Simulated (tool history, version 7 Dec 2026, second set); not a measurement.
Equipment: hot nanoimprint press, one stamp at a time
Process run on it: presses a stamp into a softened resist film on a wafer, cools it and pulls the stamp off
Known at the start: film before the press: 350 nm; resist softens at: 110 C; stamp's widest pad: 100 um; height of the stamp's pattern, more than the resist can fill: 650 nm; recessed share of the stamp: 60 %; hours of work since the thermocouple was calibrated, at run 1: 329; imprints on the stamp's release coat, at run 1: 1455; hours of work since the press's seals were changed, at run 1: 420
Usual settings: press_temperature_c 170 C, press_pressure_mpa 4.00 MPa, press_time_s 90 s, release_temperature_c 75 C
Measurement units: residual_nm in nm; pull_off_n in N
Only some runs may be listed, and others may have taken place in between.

run   hour  press_temperature_c  press_pressure_mpa  press_time_s  release_temperature_c  hours of work since the thermocouple was calibrated  imprints on the stamp's release coat  hours of work since the press's seals were changed  residual_nm  pull_off_n
  1    0.0                  170                4.00            90                     75                                                  329                                  1455                                                 420        161.2         223
  2   29.2                  170                4.07            90                     75                                                  348                                  1520                                                 439        159.9         221
  3   48.3                  170                4.07            90                     75                                                  360                                  1562                                                 451        157.8         223
      65.8  -- stamp cleaned and given a new release coat
  4   70.5                  170                4.07            90                     75                                                  370                                    11                                                 461        155.8         159
  5  101.9                  170                4.07            90                     76                                                  391                                    80                                                 481        156.6         154
  6  125.3                  170                4.07            90                     76                                                  406                                   132                                                 496        156.8         160
  7  156.1                  165                4.00            90                     75                                                  425                                   201                                                 516        204.0         160
  8  177.0                  170                2.62            90                     75                                                  439                                   247                                                 530        188.7         161
  9  204.0                  170                2.62            90                     75                                                  456                                   307                                                 547        186.7         168
 10  220.7                  170                6.33            90                     75                                                  467                                   344                                                 558        125.7         167
 11  251.5                  170                6.33            90                     75                                                  487                                   413                                                 577        124.3         164
     269.7  -- plate thermocouple calibrated
 12  280.7                  170                4.00            90                     75                                                    7                                   471                                                 594        172.4         169
 13  316.0                  170                4.00            90                     67                                                   30                                   550                                                 617        170.9         203
 14  340.8                  170                4.00            90                     67                                                   46                                   605                                                 633        168.6         203
 15  358.5                  170                4.00            90                     67                                                   57                                   644                                                 644        170.9         201
 16  383.5                  170                4.00            90                     67                                                   73                                   700                                                 660        171.5         205
 17  399.8                  170                2.48            90                     68                                                   83                                   736                                                 671        207.2         201
 18  427.7                  170                5.21            90                     75                                                  101                                   798                                                 688        151.5         190
 19  456.0                  170                5.21           160                     72                                                  119                                   861                                                 707        121.3         197
 20  473.6                  170                4.00           131                     62                                                  131                                   900                                                 718        145.3         232
 21  506.6                  170                4.00            90                     73                                                  152                                   973                                                 739        164.3         195
 22  541.4                  167                3.34            64                     61                                                  174                                  1051                                                 761        231.1         230
 23  565.9                  171                4.78            64                     81                                                  190                                  1105                                                 777        163.8         191
 24  586.8                  162                4.00            90                     62                                                  203                                  1152                                                 791        245.3         234
 25  614.3                  170                4.00            90                     71                                                  221                                  1213                                                 808        164.7         219
 26  634.7                  170                3.04            90                     71                                                  234                                  1258                                                 821        184.4         204
 27  650.9                  170                3.04            90                     71                                                  245                                  1294                                                 832        182.9         223
 28  682.0                  170                4.75            90                     72                                                  264                                  1363                                                 852        152.8         220
 29  706.1                  160                4.02            90                     63                                                  280                                  1417                                                 867        265.7         239
 30  726.2                  160                4.02           166                     70                                                  293                                  1462                                                 880        226.2         224

Hidden state at the last listed run before each entry between runs and at the first one after, where it differs:
Between runs 3 and 4: stamp cleaned and given a new release coat (hour 65.8)
  true temperature over the reading, C: 1.63 -> 1.67; pressure that arrives at the usual setting, %: 96.38 -> 96.3; grip of the stamp's worn release coat, % over a new coat's: 41.1 -> 0.3
  what was measured, less what the result would be without the hidden state, residual_nm: -11.8 -> -12.1 nm; pull_off_n: +62 -> -3 N
Between runs 11 and 12: plate thermocouple calibrated (hour 269.7)
  true temperature over the reading, C: 2.19 -> 0.25; pressure that arrives at the usual setting, %: 95.37 -> 95.25; grip of the stamp's worn release coat, % over a new coat's: 10.3 -> 11.8
  what was measured, less what the result would be without the hidden state, residual_nm: -11.9 -> +1.5 nm; pull_off_n: +12 -> +18 N
